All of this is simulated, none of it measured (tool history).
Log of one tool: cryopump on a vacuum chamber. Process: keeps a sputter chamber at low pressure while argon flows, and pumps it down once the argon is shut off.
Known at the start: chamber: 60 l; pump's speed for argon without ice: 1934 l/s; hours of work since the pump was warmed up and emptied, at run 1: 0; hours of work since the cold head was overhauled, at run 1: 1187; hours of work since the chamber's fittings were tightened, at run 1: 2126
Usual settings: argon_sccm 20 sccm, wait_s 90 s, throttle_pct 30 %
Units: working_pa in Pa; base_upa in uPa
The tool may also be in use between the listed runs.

run	hour	argon_sccm	wait_s	throttle_pct	hours of work since the pump was warmed up and emptied	hours of work since the cold head was overhauled	hours of work since the chamber's fittings were tightened	working_pa	base_upa
1	0	20	90	30	0	1187	2126	0.058	1.66
2	23.9	20	90	30	21	1208	2147	0.0589	1.68
3	41.6	20	90	30	36	1223	2162	0.0581	1.66
4	61.7	20	90	30	54	1241	2180	0.0591	1.69
5	79.1	20	90	30	69	1256	2195	0.0579	1.7
6	111.9	20	90	30	98	1284	2224	0.0589	1.73
7	142.2	20	90	30	124	1311	2250	0.0589	1.7
8	163.4	20	90	30	143	1329	2269	0.0601	1.8
9	179.4	20	289	30	156	1343	2283	0.0592	1.27
10	205	20	289	30	179	1366	2305	0.0603	1.35
11	232.6	20	289	30	203	1390	2329	0.0592	1.3
12	259.4	20	289	30	226	1413	2352	0.0606	1.33
13	291.9	20	289	30	255	1442	2381	0.0596	1.35
14	316.6	20	289	30	276	1463	2402	0.06	1.37
15	344.5	20	90	30	300	1487	2427	0.0602	1.87
16	362.1	20	90	30	316	1503	2442	0.0606	1.88
17	381.7	20	298	30	333	1520	2459	0.0603	1.41
18	408.8	20	51	30	357	1543	2483	0.0607	2.44
19	434.1	16	56	29	379	1566	2505	0.0503	2.29
20	454.5	21	143	37	396	1583	2522	0.0523	1.68
21	472.9	20	90	16	412	1599	2539	0.1128	1.94
22	492.9	20	90	16	430	1617	2556	0.1118	2.02
23	519.4	20	90	40	453	1640	2579	0.0468	2.05
24	543.8	26	78	40	474	1661	2600	0.0613	2.05
25	570.5	33	199	24	498	1684	2624	0.1246	1.7
26	594.4	20	203	30	518	1705	2644	0.0629	1.66
27	627.3	20	203	30	547	1734	2673	0.0622	1.68
28	642.8	16	152	30	561	1748	2687	0.0502	1.81
# hour 675.2: pump warmed up, emptied and cooled again
29	678.7	25	197	35	3	1774	2714	0.0626	1.53
30	708.3	25	197	35	29	1800	2740	0.0627	1.54
31	728	16	90	30	46	1817	2757	0.0468	1.94
32	764	26	90	16	77	1849	2788	0.1431	1.97
33	783.2	19	235	30	94	1866	2805	0.0563	1.57
34	812.9	19	235	30	120	1892	2831	0.0563	1.59

Measured less the same run without the tool's hidden state. The same run-to-run variation is in both; the gauge's scatter may not be:
The hidden state here: pump's speed, % of a pump's without ice; cold plate's temperature, K; leak into the chamber, uPa l/s; drift of the gauge itself on working_pa, %; drift of the gauge itself on base_upa, %.
run	working_pa	base_upa
1	+0.0003	+0.81
2	+0.0004	+0.83
3	+0.0004	+0.83
4	+0.0005	+0.84
5	+0.0006	+0.87
6	+0.0009	+0.88
7	+0.0009	+0.89
8	+0.0011	+0.92
9	+0.0012	+0.93
10	+0.0013	+0.95
11	+0.0015	+0.95
12	+0.0016	+0.96
13	+0.0018	+0.98
14	+0.0019	+0.99
15	+0.002	+1.03
16	+0.0022	+1.04
17	+0.0023	+1.06
18	+0.0024	+1.07
19	+0.002	+1.06
20	+0.0028	+1.1
21	+0.0028	+1.11
22	+0.0029	+1.14
23	+0.0031	+1.18
24	+0.0042	+1.15
25	+0.0056	+1.22
26	+0.0036	+1.23
27	+0.0037	+1.26
28	+0.0032	+1.25
29	+0.0005	+1.06
30	+0.0007	+1.06
31	+0.0005	+1.08
32	+0.0011	+1.1
33	+0.0008	+1.14
34	+0.001	+1.16
